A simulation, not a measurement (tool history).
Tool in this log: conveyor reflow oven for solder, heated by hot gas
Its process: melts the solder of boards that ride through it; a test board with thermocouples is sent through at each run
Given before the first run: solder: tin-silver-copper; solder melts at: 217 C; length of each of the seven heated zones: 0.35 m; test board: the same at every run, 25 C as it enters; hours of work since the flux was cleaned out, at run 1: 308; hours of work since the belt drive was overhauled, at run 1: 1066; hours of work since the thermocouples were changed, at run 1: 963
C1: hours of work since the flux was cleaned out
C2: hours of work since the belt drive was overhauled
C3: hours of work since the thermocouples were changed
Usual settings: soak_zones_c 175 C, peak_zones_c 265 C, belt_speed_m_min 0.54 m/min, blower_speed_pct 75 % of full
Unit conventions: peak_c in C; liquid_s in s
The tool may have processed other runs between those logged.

{"run": 1, "hour": 0.0, "soak_zones_c": 175, "peak_zones_c": 265, "belt_speed_m_min": 0.54, "blower_speed_pct": 75, "C1": 308, "C2": 1066, "C3": 963, "peak_c": 251.1, "liquid_s": 59.5}
{"run": 2, "hour": 32.2, "soak_zones_c": 175, "peak_zones_c": 265, "belt_speed_m_min": 0.54, "blower_speed_pct": 76, "C1": 332, "C2": 1090, "C3": 987, "peak_c": 251.2, "liquid_s": 59.6}
{"run": 3, "hour": 64.5, "soak_zones_c": 175, "peak_zones_c": 265, "belt_speed_m_min": 0.54, "blower_speed_pct": 76, "C1": 356, "C2": 1114, "C3": 1011, "peak_c": 250.8, "liquid_s": 59.3}
{"hour": 70.6, "done": "belt drive overhauled, speed set with a stopwatch"}
{"run": 4, "hour": 95.7, "soak_zones_c": 175, "peak_zones_c": 265, "belt_speed_m_min": 0.54, "blower_speed_pct": 76, "C1": 376, "C2": 19, "C3": 1031, "peak_c": 250.7, "liquid_s": 57.1}
{"run": 5, "hour": 121.5, "soak_zones_c": 175, "peak_zones_c": 265, "belt_speed_m_min": 0.54, "blower_speed_pct": 76, "C1": 395, "C2": 38, "C3": 1050, "peak_c": 250.1, "liquid_s": 57.7}
{"run": 6, "hour": 143.9, "soak_zones_c": 175, "peak_zones_c": 277, "belt_speed_m_min": 0.54, "blower_speed_pct": 75, "C1": 411, "C2": 54, "C3": 1066, "peak_c": 260.6, "liquid_s": 64.2}
{"run": 7, "hour": 169.5, "soak_zones_c": 175, "peak_zones_c": 277, "belt_speed_m_min": 0.54, "blower_speed_pct": 75, "C1": 430, "C2": 73, "C3": 1085, "peak_c": 260, "liquid_s": 64}
{"run": 8, "hour": 186.0, "soak_zones_c": 175, "peak_zones_c": 277, "belt_speed_m_min": 0.54, "blower_speed_pct": 75, "C1": 442, "C2": 85, "C3": 1097, "peak_c": 260.2, "liquid_s": 64.1}
{"run": 9, "hour": 206.6, "soak_zones_c": 175, "peak_zones_c": 280, "belt_speed_m_min": 0.54, "blower_speed_pct": 75, "C1": 457, "C2": 100, "C3": 1112, "peak_c": 262.9, "liquid_s": 65.8}
{"hour": 218.3, "done": "flux residue cleaned out of gas plates and filters"}
{"run": 10, "hour": 231.1, "soak_zones_c": 175, "peak_zones_c": 280, "belt_speed_m_min": 0.54, "blower_speed_pct": 75, "C1": 9, "C2": 115, "C3": 1127, "peak_c": 259.5, "liquid_s": 62.7}
{"run": 11, "hour": 251.9, "soak_zones_c": 175, "peak_zones_c": 265, "belt_speed_m_min": 0.54, "blower_speed_pct": 53, "C1": 25, "C2": 130, "C3": 1142, "peak_c": 242.6, "liquid_s": 48.6}
{"run": 12, "hour": 272.7, "soak_zones_c": 175, "peak_zones_c": 265, "belt_speed_m_min": 0.441, "blower_speed_pct": 75, "C1": 40, "C2": 145, "C3": 1157, "peak_c": 252.3, "liquid_s": 73.5}
{"run": 13, "hour": 305.9, "soak_zones_c": 175, "peak_zones_c": 265, "belt_speed_m_min": 0.441, "blower_speed_pct": 75, "C1": 65, "C2": 170, "C3": 1182, "peak_c": 252.2, "liquid_s": 73.2}
{"run": 14, "hour": 334.9, "soak_zones_c": 175, "peak_zones_c": 265, "belt_speed_m_min": 0.54, "blower_speed_pct": 75, "C1": 86, "C2": 191, "C3": 1203, "peak_c": 246, "liquid_s": 52.4}
{"run": 15, "hour": 350.5, "soak_zones_c": 175, "peak_zones_c": 265, "belt_speed_m_min": 0.54, "blower_speed_pct": 75, "C1": 97, "C2": 203, "C3": 1215, "peak_c": 246, "liquid_s": 52.1}
{"run": 16, "hour": 378.4, "soak_zones_c": 175, "peak_zones_c": 265, "belt_speed_m_min": 0.54, "blower_speed_pct": 75, "C1": 118, "C2": 223, "C3": 1235, "peak_c": 245.2, "liquid_s": 52}
{"hour": 382.3, "done": "thermocouples of zones 6 and 7 changed"}
{"hour": 419.9, "done": "flux residue cleaned out of gas plates and filters, once more"}
{"run": 17, "hour": 419.9, "soak_zones_c": 175, "peak_zones_c": 265, "belt_speed_m_min": 0.54, "blower_speed_pct": 50, "C1": 0, "C2": 249, "C3": 24, "peak_c": 249.5, "liquid_s": 56.5}
{"run": 18, "hour": 444.4, "soak_zones_c": 178, "peak_zones_c": 265, "belt_speed_m_min": 0.629, "blower_speed_pct": 75, "C1": 18, "C2": 267, "C3": 42, "peak_c": 250.7, "liquid_s": 50}
{"run": 19, "hour": 459.2, "soak_zones_c": 180, "peak_zones_c": 253, "belt_speed_m_min": 0.54, "blower_speed_pct": 75, "C1": 29, "C2": 278, "C3": 53, "peak_c": 243.5, "liquid_s": 56}
{"run": 20, "hour": 482.1, "soak_zones_c": 168, "peak_zones_c": 255, "belt_speed_m_min": 0.54, "blower_speed_pct": 54, "C1": 46, "C2": 294, "C3": 70, "peak_c": 240.1, "liquid_s": 45.9}
{"run": 21, "hour": 505.3, "soak_zones_c": 168, "peak_zones_c": 255, "belt_speed_m_min": 0.54, "blower_speed_pct": 54, "C1": 63, "C2": 311, "C3": 87, "peak_c": 239.7, "liquid_s": 45.8}
{"run": 22, "hour": 536.6, "soak_zones_c": 168, "peak_zones_c": 255, "belt_speed_m_min": 0.54, "blower_speed_pct": 54, "C1": 86, "C2": 335, "C3": 110, "peak_c": 239.8, "liquid_s": 45.2}
{"run": 23, "hour": 568.9, "soak_zones_c": 168, "peak_zones_c": 256, "belt_speed_m_min": 0.644, "blower_speed_pct": 54, "C1": 110, "C2": 358, "C3": 134, "peak_c": 234.9, "liquid_s": 30.3}
{"run": 24, "hour": 583.1, "soak_zones_c": 175, "peak_zones_c": 271, "belt_speed_m_min": 0.62, "blower_speed_pct": 75, "C1": 120, "C2": 369, "C3": 144, "peak_c": 254.5, "liquid_s": 52.2}
{"run": 25, "hour": 609.7, "soak_zones_c": 171, "peak_zones_c": 265, "belt_speed_m_min": 0.438, "blower_speed_pct": 75, "C1": 140, "C2": 388, "C3": 164, "peak_c": 257.6, "liquid_s": 77.9}
{"run": 26, "hour": 626.1, "soak_zones_c": 171, "peak_zones_c": 265, "belt_speed_m_min": 0.438, "blower_speed_pct": 75, "C1": 152, "C2": 400, "C3": 176, "peak_c": 257.1, "liquid_s": 78}
{"run": 27, "hour": 650.2, "soak_zones_c": 171, "peak_zones_c": 279, "belt_speed_m_min": 0.639, "blower_speed_pct": 75, "C1": 170, "C2": 418, "C3": 194, "peak_c": 259.6, "liquid_s": 52.5}
{"run": 28, "hour": 679.7, "soak_zones_c": 175, "peak_zones_c": 272, "belt_speed_m_min": 0.54, "blower_speed_pct": 73, "C1": 191, "C2": 440, "C3": 215, "peak_c": 258.8, "liquid_s": 63.8}
{"run": 29, "hour": 697.7, "soak_zones_c": 166, "peak_zones_c": 269, "belt_speed_m_min": 0.637, "blower_speed_pct": 75, "C1": 205, "C2": 453, "C3": 229, "peak_c": 249.1, "liquid_s": 44.4}
{"run": 30, "hour": 724.5, "soak_zones_c": 175, "peak_zones_c": 265, "belt_speed_m_min": 0.54, "blower_speed_pct": 70, "C1": 224, "C2": 473, "C3": 248, "peak_c": 251.5, "liquid_s": 59.4}
{"run": 31, "hour": 758.9, "soak_zones_c": 175, "peak_zones_c": 253, "belt_speed_m_min": 0.457, "blower_speed_pct": 70, "C1": 250, "C2": 498, "C3": 274, "peak_c": 244.9, "liquid_s": 65.6}

Forecast each of these 3 alternatives for the next run:
{"run": "A", "hour": 783.3, "soak_zones_c": 164, "peak_zones_c": 263, "belt_speed_m_min": 0.457, "blower_speed_pct": 70, "C1": 268, "C2": 516, "C3": 292, "peak_c": "?", "liquid_s": "?"}
{"run": "B", "hour": 783.3, "soak_zones_c": 175, "peak_zones_c": 265, "belt_speed_m_min": 0.445, "blower_speed_pct": 75, "C1": 268, "C2": 516, "C3": 292, "peak_c": "?", "liquid_s": "?"}
{"run": "C", "hour": 783.3, "soak_zones_c": 175, "peak_zones_c": 253, "belt_speed_m_min": 0.457, "blower_speed_pct": 54, "C1": 268, "C2": 516, "C3": 292, "peak_c": "?", "liquid_s": "?"}

run=A peak_c=252.3 liquid_s=67.7
run=B peak_c=256.9 liquid_s=77.3
run=C peak_c=242.2 liquid_s=61.9
Without the tool's hidden state the same runs would have given:
run=A peak_c=254.3 liquid_s=69.7
run=B peak_c=258.7 liquid_s=78.7
run=C peak_c=243.8 liquid_s=64.2
